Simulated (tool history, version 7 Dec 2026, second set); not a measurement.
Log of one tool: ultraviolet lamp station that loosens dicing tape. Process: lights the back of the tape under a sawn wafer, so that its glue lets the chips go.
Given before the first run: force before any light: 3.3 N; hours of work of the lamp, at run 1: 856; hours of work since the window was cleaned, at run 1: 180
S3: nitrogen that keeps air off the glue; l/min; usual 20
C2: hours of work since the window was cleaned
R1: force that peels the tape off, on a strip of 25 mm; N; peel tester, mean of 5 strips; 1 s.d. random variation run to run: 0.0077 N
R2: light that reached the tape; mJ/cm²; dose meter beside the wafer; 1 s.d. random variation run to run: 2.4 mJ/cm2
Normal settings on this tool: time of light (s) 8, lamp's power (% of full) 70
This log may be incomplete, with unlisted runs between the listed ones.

Run 1, hour 0: usual settings; hours of work of the lamp 856; C2 180. Result: R1 0.512 N, R2 182 mJ/cm².
Run 2, hour 36.5: usual settings; hours of work of the lamp 885; C2 209. Result: R1 0.537 N, R2 178 mJ/cm².
Run 3, hour 76.2: usual settings but lamp's power (% of full) 84; hours of work of the lamp 916; C2 240. Result: R1 0.4 N, R2 210 mJ/cm².
At hour 91.7: window cleaned of glue's vapour.
Run 4, hour 107.4: usual settings but lamp's power (% of full) 84; hours of work of the lamp 940; C2 12. Result: R1 0.455 N, R2 202 mJ/cm².
Run 5, hour 140.9: usual settings but lamp's power (% of full) 97; hours of work of the lamp 967; C2 39. Result: R1 0.372 N, R2 224 mJ/cm².
Run 6, hour 161.6: usual settings but lamp's power (% of full) 97, S3 13 l/min; hours of work of the lamp 983; C2 55. Result: R1 0.485 N, R2 221 mJ/cm².
Run 7, hour 182.8: usual settings; hours of work of the lamp 1000; C2 72. Result: R1 0.635 N, R2 156 mJ/cm².
Run 8, hour 201.1: usual settings; hours of work of the lamp 1014; C2 86. Result: R1 0.652 N, R2 155 mJ/cm².
Run 9, hour 220.9: usual settings but time of light (s) 7; hours of work of the lamp 1030; C2 102. Result: R1 0.768 N, R2 135 mJ/cm².
Run 10, hour 259.6: usual settings but S3 35 l/min; hours of work of the lamp 1060; C2 132. Result: R1 0.549 N, R2 144 mJ/cm².
At hour 273.8: window cleaned of glue's vapour, once more.
Run 11, hour 288.9: usual settings but time of light (s) 7, lamp's power (% of full) 85, S3 29 l/min; hours of work of the lamp 1083; C2 12. Result: R1 0.38 N, R2 199 mJ/cm².
Run 12, hour 309: usual settings but time of light (s) 11, lamp's power (% of full) 85, S3 16 l/min; hours of work of the lamp 1099; C2 28. Result: R1 0.264 N, R2 305 mJ/cm².
Run 13, hour 331.6: usual settings but time of light (s) 11, lamp's power (% of full) 85, S3 16 l/min; hours of work of the lamp 1117; C2 46. Result: R1 0.249 N, R2 298 mJ/cm².
Run 14, hour 357.3: usual settings but time of light (s) 11, lamp's power (% of full) 69, S3 7 l/min; hours of work of the lamp 1137; C2 66. Result: R1 0.587 N, R2 244 mJ/cm².
Run 15, hour 392.2: usual settings but time of light (s) 11, lamp's power (% of full) 69, S3 7 l/min; hours of work of the lamp 1165; C2 93. Result: R1 0.606 N, R2 237 mJ/cm².
Run 16, hour 429.8: usual settings but time of light (s) 11, lamp's power (% of full) 69, S3 7 l/min; hours of work of the lamp 1194; C2 123. Result: R1 0.616 N, R2 232 mJ/cm².

Forecast each of these 5 alternatives for the next run:
Run A, hour 451.4: usual settings but time of light (s) 12, lamp's power (% of full) 72, S3 16 l/min; hours of work of the lamp 1211; C2 140. Result: R1 ?, R2 ?.
Run B, hour 451.4: usual settings but lamp's power (% of full) 75, S3 37 l/min; hours of work of the lamp 1211; C2 140. Result: R1 ?, R2 ?.
Run C, hour 451.4: usual settings but time of light (s) 11, lamp's power (% of full) 69, S3 7 l/min; hours of work of the lamp 1211; C2 140. Result: R1 ?, R2 ?.
Run D, hour 451.4: usual settings but S3 27 l/min; hours of work of the lamp 1211; C2 140. Result: R1 ?, R2 ?.
Run E, hour 451.4: usual settings but S3 18 l/min; hours of work of the lamp 1211; C2 140. Result: R1 ?, R2 ?.

run     R1   R2
  A  0.332  261
  B  0.391  182
  C  0.616  228
  D  0.506  171
  E  0.599  166
Stripped of hidden state, with their random variation kept, the same runs would have yielded:
run     R1   R2
  A   0.19  405
  B  0.211  282
  C  0.314  354
  D  0.256  263
  E  0.302  259
